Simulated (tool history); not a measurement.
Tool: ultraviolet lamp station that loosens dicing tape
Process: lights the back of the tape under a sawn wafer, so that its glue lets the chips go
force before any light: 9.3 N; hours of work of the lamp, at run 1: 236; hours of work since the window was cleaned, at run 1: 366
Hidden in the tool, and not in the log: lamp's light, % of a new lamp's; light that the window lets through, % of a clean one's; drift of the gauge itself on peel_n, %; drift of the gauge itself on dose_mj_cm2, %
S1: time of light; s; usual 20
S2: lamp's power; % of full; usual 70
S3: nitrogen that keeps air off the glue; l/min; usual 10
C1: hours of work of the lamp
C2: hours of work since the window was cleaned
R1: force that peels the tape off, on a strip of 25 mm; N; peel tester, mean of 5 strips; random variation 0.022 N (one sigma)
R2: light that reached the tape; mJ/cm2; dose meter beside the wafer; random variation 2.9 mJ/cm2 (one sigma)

run   hour  S1  S2  S3   C1   C2     R1   R2
  1    0.0  20  70  10  236  366  1.071  417
  2    9.9  20  70  10  241  371  1.072  411
  3   24.4  20  70  10  249  379  1.058  412
  4   35.6  20  70  10  254  385  1.110  407
  5   46.7  20  70  10  260  390  1.078  405
  6   54.9  20  70  10  264  395  1.043  410
  7   62.5  20  70  12  268  398  0.941  408
  8   71.5  20  70  12  273  403  0.950  411
  9   85.1  20  70  12  280  410  0.971  412
 10   99.5  20  70  12  287  417  0.946  414
 11  109.5  20  70  12  292  423  0.925  409
 12  123.0  12  70  10  299  430  2.440  246
 13  133.9  20  70   3  305  435  2.440  405
 14  144.5  20  70   3  310  441  2.534  409
 15  154.1  20  70  10  315  445  1.099  408
 16  162.0  20  70  10  319  449  1.081  405
 17  171.0  20  70  10  324  454  1.087  408
 18  183.1  28  65   7  330  460  0.900  533
 19  192.2  26  70   9  335  465  0.693  531
 20  206.3  26  70   9  342  472  0.668  535
 21  217.5  12  93   5  348  478  2.413  325
 22  223.4  12  93   5  351  481  2.464  320
 23  234.1  12  93   5  356  487  2.500  324
 24  247.8  12  93   5  363  494  2.529  325
 25  255.4  12  93   5  367  498  2.446  330
 26  262.3  12  93   5  371  501  2.461  327
 27  275.9  13  66   3  378  508  3.990  250
 28  285.3  14  70   9  383  513  2.097  282
 29  299.1  14  72   9  390  520  1.992  292

4 ways to go on from here, each from the tool as it stands after run 29. What would each give?
  A  305.9  12  70  12  393  523   ?   ?
  B  305.9  20  64  10  393  523   ?   ?
  C  305.9  17  70   6  393  523   ?   ?
  D  305.9  11  72  16  393  523   ?   ?

run     R1   R2
  A  2.145  243
  B  1.273  377
  C  2.060  351
  D  2.136  230
Without the tool's hidden state the same runs would have given:
run     R1   R2
  A  2.140  244
  B  1.269  378
  C  2.055  351
  D  2.130  230
